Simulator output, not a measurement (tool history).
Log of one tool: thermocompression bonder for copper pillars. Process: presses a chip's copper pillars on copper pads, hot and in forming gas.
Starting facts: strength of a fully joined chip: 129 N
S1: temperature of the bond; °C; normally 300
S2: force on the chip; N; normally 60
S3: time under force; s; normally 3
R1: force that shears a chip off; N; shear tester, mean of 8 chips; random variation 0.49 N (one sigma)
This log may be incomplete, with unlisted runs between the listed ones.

Run 1, hour 0.0: usual settings. Result: R1 53.7 N.
Run 2, hour 23.3: usual settings. Result: R1 53.2 N.
Run 3, hour 37.9: usual settings. Result: R1 52.6 N.
Run 4, hour 70.5: usual settings. Result: R1 52.8 N.
Run 5, hour 103.1: usual settings but S1 287 °C. Result: R1 44.0 N.
Run 6, hour 120.1: usual settings but S1 287 °C, S2 48 N. Result: R1 37.3 N.
Run 7, hour 143.7: usual settings but S1 287 °C, S2 48 N. Result: R1 36.8 N.
Run 8, hour 163.1: usual settings but S3 5 s. Result: R1 61.2 N.
Run 9, hour 196.4: usual settings but S1 289 °C, S3 5 s. Result: R1 54.0 N.
Run 10, hour 223.9: usual settings but S3 4 s. Result: R1 56.2 N.
Run 11, hour 251.2: usual settings but S3 4 s. Result: R1 55.3 N.
Run 12, hour 267.6: usual settings but S1 311 °C, S3 4 s. Result: R1 61.7 N.
Run 13, hour 282.8: usual settings but S1 330 °C, S2 38 N, S3 8 s. Result: R1 70.9 N.
Run 14, hour 308.7: usual settings but S1 277 °C, S2 50 N, S3 8 s. Result: R1 46.9 N.
Run 15, hour 331.3: usual settings but S1 282 °C, S2 52 N, S3 2 s. Result: R1 28.8 N.
Run 16, hour 350.5: usual settings but S1 272 °C, S2 58 N, S3 9 s. Result: R1 50.5 N.
Run 17, hour 371.5: usual settings but S1 327 °C. Result: R1 64.5 N.
Run 18, hour 398.5: usual settings but S1 280 °C, S3 6 s. Result: R1 48.1 N.
Run 19, hour 413.9: usual settings but S1 286 °C. Result: R1 39.9 N.

Consider 5 possible next runs. They are alternatives, not a sequence: every one starts from the tool as it was left by run 19. What does each give?
Run A, hour 434.7: usual settings but S1 286 °C, S2 80 N. Result: R1 ?.
Run B, hour 434.7: usual settings but S1 306 °C, S3 7 s. Result: R1 ?.
Run C, hour 434.7: usual settings but S1 281 °C, S2 55 N. Result: R1 ?.
Run D, hour 434.7: usual settings but S1 286 °C, S2 42 N. Result: R1 ?.
Run E, hour 434.7: usual settings but S1 287 °C, S2 62 N. Result: R1 ?.

run    R1
  A  48.1
  B  68.2
  C  35.0
  D  30.5
  E  41.6
With no hidden state in the tool, these same runs would have given:
run    R1
  A  57.9
  B  80.7
  C  42.6
  D  37.1
  E  50.3
